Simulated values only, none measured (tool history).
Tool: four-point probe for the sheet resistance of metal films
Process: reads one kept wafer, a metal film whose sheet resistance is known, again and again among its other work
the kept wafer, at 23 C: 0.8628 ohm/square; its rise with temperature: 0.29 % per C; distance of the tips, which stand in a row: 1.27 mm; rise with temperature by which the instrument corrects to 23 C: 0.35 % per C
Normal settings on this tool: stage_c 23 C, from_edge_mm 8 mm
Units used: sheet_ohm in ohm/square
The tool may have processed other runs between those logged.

run    hour  stage_c  from_edge_mm  sheet_ohm
  1       0       23             8   0.867017
  2    32.6       25             8   0.865785
  3    75.9       23             8   0.866887
  4   103.1       23            41   0.855935
  5   125.3       23            41   0.856083
  6   167.4       23             3   0.929686
  7     195       23             3    0.92956
  8   230.9       31             8   0.862321
  9     276       31             8   0.862395
 10   302.2       31             8   0.862335
 11   332.1       23             8   0.866661
 12   359.2       23            18   0.857011
 13   381.3       23            18   0.856838
 14   399.4       23             8   0.865934
 15   441.6       23             8   0.865867
 16   486.6       23             8   0.865938
 17   517.1       23             8   0.865898
 18     537       23             8    0.86566
 19   581.4       23             8   0.865674
 20   621.7       23            19   0.856288
      625.5  -- stage's thermometer calibrated
 21   642.5       32            28   0.850726
 22   677.7       32            28   0.850308
 23   701.8       19            28   0.856915
 24   723.5       19            28   0.856479
 25     753       25            40   0.852836
 26   783.7       29            64   0.850667
      799.8  -- stage's thermometer calibrated, once more
 27   825.8       20             8   0.867309
 28   866.4       20            15   0.859398
 29   910.4       31             3   0.924771
 30     948       23            33   0.854698
 31   975.2       23            33   0.854577
 32  1011.7       22            10   0.861761
 33  1038.4       19            11   0.862087
 34  1073.4       26             8   0.863758
 35  1092.3       34             8   0.859433
 36  1122.8       34            16   0.851073
 37  1153.4       23            16   0.856687
 38  1197.5       19            49   0.856062

Below are 4 alternative next runs, each starting from the tool's condition after run 38. Predict each:
  A  1227.6       30            22          ?
  B  1227.6       19            49          ?
  C  1227.6       33            11          ?
  D  1227.6       28             8          ?

run  sheet_ohm
  A   0.851502
  B   0.856074
  C   0.854209
  D   0.862444
Without the tool's unlogged condition, the same runs would have read:
run  sheet_ohm
  A   0.860892
  B    0.86552
  C   0.863625
  D   0.871947
